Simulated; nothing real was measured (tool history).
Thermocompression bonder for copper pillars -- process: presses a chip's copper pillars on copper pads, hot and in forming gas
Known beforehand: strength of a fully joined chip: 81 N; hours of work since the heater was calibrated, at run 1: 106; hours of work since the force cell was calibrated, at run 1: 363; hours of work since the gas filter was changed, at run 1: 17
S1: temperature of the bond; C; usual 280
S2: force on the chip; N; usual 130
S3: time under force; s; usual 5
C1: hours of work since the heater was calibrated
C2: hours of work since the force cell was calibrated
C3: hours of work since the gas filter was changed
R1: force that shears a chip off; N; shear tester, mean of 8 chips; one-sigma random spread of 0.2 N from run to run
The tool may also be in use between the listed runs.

{"run": 1, "hour": 0.0, "S1": 280, "S2": 130, "S3": 5, "C1": 106, "C2": 363, "C3": 17, "R1": 41.3}
{"run": 2, "hour": 7.3, "S1": 280, "S2": 130, "S3": 5, "C1": 111, "C2": 368, "C3": 22, "R1": 41.2}
{"run": 3, "hour": 13.7, "S1": 280, "S2": 130, "S3": 5, "C1": 116, "C2": 372, "C3": 27, "R1": 41.0}
{"run": 4, "hour": 21.9, "S1": 280, "S2": 130, "S3": 5, "C1": 122, "C2": 378, "C3": 33, "R1": 41.0}
{"run": 5, "hour": 29.0, "S1": 280, "S2": 124, "S3": 5, "C1": 127, "C2": 384, "C3": 38, "R1": 39.0}
{"run": 6, "hour": 36.2, "S1": 280, "S2": 124, "S3": 3, "C1": 132, "C2": 389, "C3": 43, "R1": 32.4}
{"run": 7, "hour": 43.8, "S1": 280, "S2": 130, "S3": 5, "C1": 137, "C2": 394, "C3": 49, "R1": 41.1}
{"run": 8, "hour": 48.8, "S1": 292, "S2": 130, "S3": 5, "C1": 141, "C2": 398, "C3": 52, "R1": 46.9}

Run 9 comes next. What will it give?
{"run": 9, "hour": 53.5, "S1": 302, "S2": 79, "S3": 5, "C1": 144, "C2": 401, "C3": 56, "R1": "?"}

{"run 9": {"R1": 33.7}}
With no hidden state in the tool, this same run would have given R1 35.2 N.

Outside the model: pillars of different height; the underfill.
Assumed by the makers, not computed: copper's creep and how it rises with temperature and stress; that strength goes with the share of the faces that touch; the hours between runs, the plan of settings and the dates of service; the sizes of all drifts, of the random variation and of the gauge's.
